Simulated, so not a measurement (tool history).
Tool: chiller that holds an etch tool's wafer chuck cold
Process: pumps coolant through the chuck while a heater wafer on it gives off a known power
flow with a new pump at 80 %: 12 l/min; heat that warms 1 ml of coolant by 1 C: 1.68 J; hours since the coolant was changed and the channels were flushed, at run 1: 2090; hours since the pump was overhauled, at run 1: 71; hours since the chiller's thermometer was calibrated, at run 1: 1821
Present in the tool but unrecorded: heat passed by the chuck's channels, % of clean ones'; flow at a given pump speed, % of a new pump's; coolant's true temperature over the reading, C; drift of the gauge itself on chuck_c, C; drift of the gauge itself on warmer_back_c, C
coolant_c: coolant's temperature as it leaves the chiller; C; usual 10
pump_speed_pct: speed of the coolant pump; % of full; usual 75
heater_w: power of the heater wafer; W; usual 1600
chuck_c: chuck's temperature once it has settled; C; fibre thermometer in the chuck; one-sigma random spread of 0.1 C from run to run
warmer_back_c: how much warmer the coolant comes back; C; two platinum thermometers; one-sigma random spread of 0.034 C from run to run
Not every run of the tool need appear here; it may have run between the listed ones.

| run | hour | coolant_c | pump_speed_pct | heater_w | hours since the coolant was changed and the channels were flushed | hours since the pump was overhauled | hours since the chiller's thermometer was calibrated | chuck_c | warmer_back_c |
|---|---|---|---|---|---|---|---|---|---|
| 1 | 0 | 10 | 75 | 1600 | 2090 | 71 | 1821 | 23.2 | 5.16 |
| 2 | 25.6 | 10 | 75 | 1600 | 2116 | 96 | 1847 | 23.1 | 5.15 |
| 3 | 57.1 | 10 | 75 | 1600 | 2147 | 128 | 1878 | 23.1 | 5.11 |
| 4 | 90.9 | 10 | 83 | 1600 | 2181 | 162 | 1912 | 22.4 | 4.67 |
| 5 | 132.2 | 10 | 83 | 1600 | 2222 | 203 | 1953 | 22.2 | 4.7 |
| 6 | 165 | 7 | 83 | 1600 | 2255 | 236 | 1986 | 19.2 | 4.62 |
| 7 | 201.2 | 10 | 75 | 1600 | 2291 | 272 | 2022 | 23 | 5.12 |
| 8 | 230.8 | 10 | 75 | 1600 | 2321 | 302 | 2052 | 23.1 | 5.21 |
| 9 | 270.5 | 10 | 90 | 1600 | 2361 | 341 | 2091 | 21.7 | 4.26 |
| 10 | 288.4 | 10 | 90 | 1600 | 2379 | 359 | 2109 | 21.7 | 4.27 |
| 11 | 306.5 | 10 | 90 | 1600 | 2397 | 377 | 2127 | 21.5 | 4.31 |
| 12 | 344.4 | 10 | 90 | 1600 | 2435 | 415 | 2165 | 21.8 | 4.29 |
| 13 | 362.6 | 10 | 75 | 1600 | 2453 | 433 | 2184 | 23.1 | 5.23 |
| 14 | 396.2 | 10 | 75 | 1600 | 2486 | 467 | 2217 | 23.2 | 5.2 |
| 15 | 415.8 | 10 | 75 | 894 | 2506 | 487 | 2237 | 17 | 2.82 |
| 16 | 455.7 | 10 | 75 | 894 | 2546 | 526 | 2277 | 17.3 | 2.92 |
| 17 | 492.6 | 10 | 75 | 894 | 2583 | 563 | 2313 | 17.2 | 2.95 |
| 18 | 518.8 | 10 | 75 | 918 | 2609 | 590 | 2340 | 17.3 | 2.98 |
| 19 | 550.6 | 0 | 76 | 938 | 2641 | 621 | 2371 | 7.5 | 3.01 |
| 20 | 586.3 | 4 | 91 | 938 | 2677 | 657 | 2407 | 10.8 | 2.52 |
| 21 | 607.3 | 10 | 78 | 2346 | 2698 | 678 | 2428 | 29 | 7.32 |
| 22 | 643.3 | 10 | 78 | 2346 | 2734 | 714 | 2464 | 29.1 | 7.28 |
| 23 | 672.8 | 10 | 85 | 809 | 2763 | 744 | 2494 | 16 | 2.33 |
| 24 | 714.5 | 13 | 90 | 2394 | 2805 | 785 | 2535 | 30.7 | 6.41 |
| 25 | 731.4 | 7 | 77 | 1689 | 2822 | 802 | 2552 | 20.7 | 5.35 |
| 26 | 749.4 | 7 | 77 | 1689 | 2840 | 820 | 2570 | 20.8 | 5.4 |
| 27 | 768.9 | 2 | 71 | 2084 | 2859 | 840 | 2590 | 19.9 | 7.21 |
| 28 | 794.6 | 3 | 74 | 2084 | 2885 | 865 | 2615 | 20.4 | 6.92 |
| 29 | 828.9 | 11 | 68 | 1374 | 2919 | 900 | 2650 | 23 | 4.95 |
| 30 | 866.7 | 10 | 75 | 2298 | 2957 | 937 | 2688 | 29.2 | 7.53 |
| 31 | 899.8 | 10 | 85 | 2089 | 2990 | 971 | 2721 | 26.1 | 5.99 |

Here are 5 independent what-if runs from the current tool condition. What would each one return?
| A | 926.3 | 3 | 62 | 1419 | 3017 | 997 | 2747 | ? | ? |
| B | 926.3 | 3 | 88 | 1595 | 3017 | 997 | 2747 | ? | ? |
| C | 926.3 | 19 | 72 | 1193 | 3017 | 997 | 2747 | ? | ? |
| D | 926.3 | 14 | 63 | 952 | 3017 | 997 | 2747 | ? | ? |
| E | 926.3 | 10 | 92 | 1803 | 3017 | 997 | 2747 | ? | ? |

| run | chuck_c | warmer_back_c |
|---|---|---|
| A | 16.2 | 5.64 |
| B | 15.1 | 4.46 |
| C | 29.2 | 4.08 |
| D | 22.7 | 3.76 |
| E | 23.1 | 4.78 |
Stripped of hidden state, with their random variation kept, the same runs would have yielded:
| run | chuck_c | warmer_back_c |
|---|---|---|
| A | 15.9 | 5.49 |
| B | 14.8 | 4.34 |
| C | 29 | 3.97 |
| D | 22.6 | 3.66 |
| E | 22.8 | 4.65 |
